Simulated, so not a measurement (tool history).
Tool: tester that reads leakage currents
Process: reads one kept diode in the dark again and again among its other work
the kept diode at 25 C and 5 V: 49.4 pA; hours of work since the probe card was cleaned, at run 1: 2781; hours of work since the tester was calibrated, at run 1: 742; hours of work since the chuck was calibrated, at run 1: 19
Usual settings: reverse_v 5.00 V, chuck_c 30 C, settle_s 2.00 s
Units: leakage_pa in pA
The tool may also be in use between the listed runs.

| run | hour | reverse_v | chuck_c | settle_s | hours of work since the probe card was cleaned | hours of work since the tester was calibrated | hours of work since the chuck was calibrated | leakage_pa |
|---|---|---|---|---|---|---|---|---|
| 1 | 0.0 | 5.00 | 30 | 2.00 | 2781 | 742 | 19 | 87.42 |
| 2 | 101.3 | 5.00 | 30 | 2.00 | 2828 | 789 | 66 | 87.01 |
| 3 | 246.6 | 5.00 | 30 | 2.00 | 2896 | 857 | 134 | 86.97 |
| 4 | 377.7 | 5.00 | 30 | 2.00 | 2957 | 918 | 195 | 86.81 |
| 5 | 568.8 | 5.00 | 30 | 2.00 | 3046 | 1007 | 284 | 86.95 |
| 6 | 802.1 | 2.91 | 30 | 2.00 | 3155 | 1116 | 393 | 69.08 |
| 7 | 916.5 | 1.46 | 25 | 0.40 | 3208 | 1170 | 446 | 36.42 |
|  | 1015.3 | probe card cleaned and baked |
| 8 | 1015.3 | 4.47 | 33 | 2.00 | 0 | 1214 | 491 | 88.23 |
| 9 | 1213.0 | 1.44 | 30 | 8.81 | 92 | 1307 | 583 | 47.39 |
| 10 | 1330.8 | 12.62 | 49 | 0.72 | 147 | 1361 | 638 | 416.09 |
| 11 | 1452.7 | 7.14 | 37 | 7.71 | 204 | 1418 | 695 | 140.04 |
|  | 1535.5 | chuck's temperature calibrated |
| 12 | 1655.1 | 7.14 | 33 | 8.39 | 297 | 1512 | 56 | 109.47 |

Hidden state or all else? Some run-to-run changes of leakage_pa, split into what the settings, what came in and random variation would give without the hidden state, and what is left for the hidden state (with any gauge scatter that isn't in both results):
The hidden state here: stray current of the dirty probe card, pA a volt; current scale over the true one, %; true chuck temperature over the reading, C; drift of the gauge itself on leakage_pa, %.
Run 9 -> 10: reverse_v 1.44 -> 12.62, chuck_c 30 -> 49, settle_s 8.81 -> 0.72. leakage_pa +368.70 pA: hidden state -13.26, all else +381.96.
